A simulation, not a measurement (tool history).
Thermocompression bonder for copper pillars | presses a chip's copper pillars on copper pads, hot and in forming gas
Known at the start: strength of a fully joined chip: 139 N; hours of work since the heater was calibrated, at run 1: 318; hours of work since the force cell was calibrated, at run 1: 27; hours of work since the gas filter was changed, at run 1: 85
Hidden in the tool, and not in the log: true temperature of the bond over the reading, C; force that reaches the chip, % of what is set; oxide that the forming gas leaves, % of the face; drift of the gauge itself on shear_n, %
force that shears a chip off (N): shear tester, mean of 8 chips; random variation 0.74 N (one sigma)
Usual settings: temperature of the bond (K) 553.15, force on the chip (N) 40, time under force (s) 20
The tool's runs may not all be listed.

run    day  temperature of the bond (K)  force on the chip (N)  time under force (s)  hours of work since the heater was calibrated  hours of work since the force cell was calibrated  hours of work since the gas filter was changed  force that shears a chip off (N)
  1  0.000                       553.15                     40                    20                                            318                                                 27                                              85                              51.5
  2  0.675                       553.15                     40                    20                                            329                                                 37                                              95                              51.1
  3  1.217                       553.15                     40                    20                                            337                                                 45                                             103                              50.4
  4  1.688                       553.15                     40                    41                                            344                                                 52                                             110                              64.7
  5  2.312                       553.15                     40                    41                                            354                                                 62                                             120                              65.4
     2.742  -- forming gas filter changed
  6  2.971                       553.15                     40                    20                                            363                                                 72                                               4                              53.1
  7  3.671                       549.15                     40                    20                                            374                                                 82                                              14                              50.8
  8  4.267                       549.15                     40                    20                                            383                                                 92                                              23                              51.8
  9  4.612                       549.15                     40                    20                                            389                                                 97                                              29                              49.0
 10  5.138                       542.15                     36                    20                                            397                                                105                                              37                              43.6
 11  5.696                       581.15                     36                    34                                            405                                                113                                              45                              77.0
 12  6.354                       543.15                     42                    14                                            415                                                124                                              55                              40.8
 13  6.892                       548.15                     33                    24                                            423                                                132                                              64                              47.2
 14  7.417                       538.15                     40                    20                                            431                                                140                                              72                              42.9
 15  7.738                       549.15                     40                    56                                            436                                                145                                              76                              71.1
 16  8.225                       571.15                     55                    11                                            444                                                152                                              84                              54.9

Forecast each of these 5 alternatives for the next run:
  A  8.554                       554.15                     55                    11                                            449                                                157                                              89                                 ?
  B  8.554                       566.15                     27                    56                                            449                                                157                                              89                                 ?
  C  8.554                       553.15                     52                    56                                            449                                                157                                              89                                 ?
  D  8.554                       552.15                     44                    22                                            449                                                157                                              89                                 ?
  E  8.554                       546.15                     30                    48                                            449                                                157                                              89                                 ?

run  force that shears a chip off (N)
  A                              46.9
  B                              70.4
  C                              80.5
  D                              53.5
  E                              58.9
Without the tool's hidden state the same runs would have given:
run  force that shears a chip off (N)
  A                              50.3
  B                              75.2
  C                              85.9
  D                              57.3
  E                              63.1

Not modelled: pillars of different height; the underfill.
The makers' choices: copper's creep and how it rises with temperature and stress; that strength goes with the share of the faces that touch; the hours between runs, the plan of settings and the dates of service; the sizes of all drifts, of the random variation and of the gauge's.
